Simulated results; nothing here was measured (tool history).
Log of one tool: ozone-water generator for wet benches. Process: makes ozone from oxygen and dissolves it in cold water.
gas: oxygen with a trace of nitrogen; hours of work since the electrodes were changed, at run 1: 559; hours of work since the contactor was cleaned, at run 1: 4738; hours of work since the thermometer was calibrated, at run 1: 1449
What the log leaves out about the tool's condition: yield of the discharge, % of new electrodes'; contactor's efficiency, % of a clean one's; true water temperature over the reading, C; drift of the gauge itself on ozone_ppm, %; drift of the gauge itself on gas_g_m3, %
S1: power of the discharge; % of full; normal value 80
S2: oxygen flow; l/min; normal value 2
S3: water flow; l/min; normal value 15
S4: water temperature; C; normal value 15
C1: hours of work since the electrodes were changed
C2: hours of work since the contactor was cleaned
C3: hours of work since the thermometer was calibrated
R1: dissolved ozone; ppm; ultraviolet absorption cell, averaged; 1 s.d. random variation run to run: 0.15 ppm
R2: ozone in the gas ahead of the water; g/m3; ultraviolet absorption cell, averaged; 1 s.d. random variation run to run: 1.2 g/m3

run 1 hour=0 | S1=80 S2=2 S3=15 S4=15 | C1=559 C2=4738 C3=1449 | R1=17.7 R2=216.4
run 2 hour=105.2 | S1=80 S2=2 S3=15 S4=15 | C1=625 C2=4804 C3=1515 | R1=17.6 R2=215.7
run 3 hour=210 | S1=80 S2=2 S3=15 S4=15 | C1=690 C2=4870 C3=1581 | R1=17.6 R2=214.4
run 4 hour=354.2 | S1=80 S2=2 S3=15 S4=15 | C1=781 C2=4960 C3=1671 | R1=17.4 R2=216.5
run 5 hour=489.3 | S1=80 S2=2 S3=15 S4=15 | C1=865 C2=5045 C3=1756 | R1=17.5 R2=215.4
run 6 hour=579.4 | S1=80 S2=2 S3=15 S4=15 | C1=922 C2=5101 C3=1813 | R1=17.6 R2=216.7
run 7 hour=744.7 | S1=80 S2=2 S3=15 S4=15 | C1=1025 C2=5205 C3=1916 | R1=17.8 R2=215.2
run 8 hour=847.5 | S1=80 S2=2 S3=15 S4=15 | C1=1090 C2=5270 C3=1981 | R1=17.5 R2=216.4
run 9 hour=1057.4 | S1=87 S2=2.12 S3=20 S4=17 | C1=1222 C2=5401 C3=2112 | R1=14 R2=220.4
run 10 hour=1264.7 | S1=80 S2=1.42 S3=15 S4=11 | C1=1351 C2=5531 C3=2242 | R1=17.1 R2=269.1
run 11 hour=1393.6 | S1=80 S2=1.95 S3=15 S4=8 | C1=1432 C2=5612 C3=2323 | R1=18.7 R2=219.8
run 12 hour=1590.8 | S1=97 S2=1.82 S3=21 S4=8 | C1=1556 C2=5735 C3=2447 | R1=14.6 R2=262.7
run 13 hour=1749.1 | S1=49 S2=1.82 S3=10 S4=8 | C1=1655 C2=5835 C3=2546 | R1=19.5 R2=170

What if the next run were any one of these 3? Each begins from the tool's condition after run 13:
run A hour=1924.3 | S1=80 S2=3.26 S3=13 S4=15 | C1=1765 C2=5944 C3=2656 | R1=? R2=?
run B hour=1924.3 | S1=73 S2=2 S3=15 S4=15 | C1=1765 C2=5944 C3=2656 | R1=? R2=?
run C hour=1924.3 | S1=85 S2=2.32 S3=15 S4=15 | C1=1765 C2=5944 C3=2656 | R1=? R2=?

run=A R1=20.1 R2=159.1
run=B R1=16.6 R2=205.8
run=C R1=18.5 R2=206.8
Stripped of hidden state, with their random variation kept, the same runs would have yielded:
run=A R1=20.1 R2=157.4
run=B R1=16.6 R2=203.6
run=C R1=18.5 R2=204.7
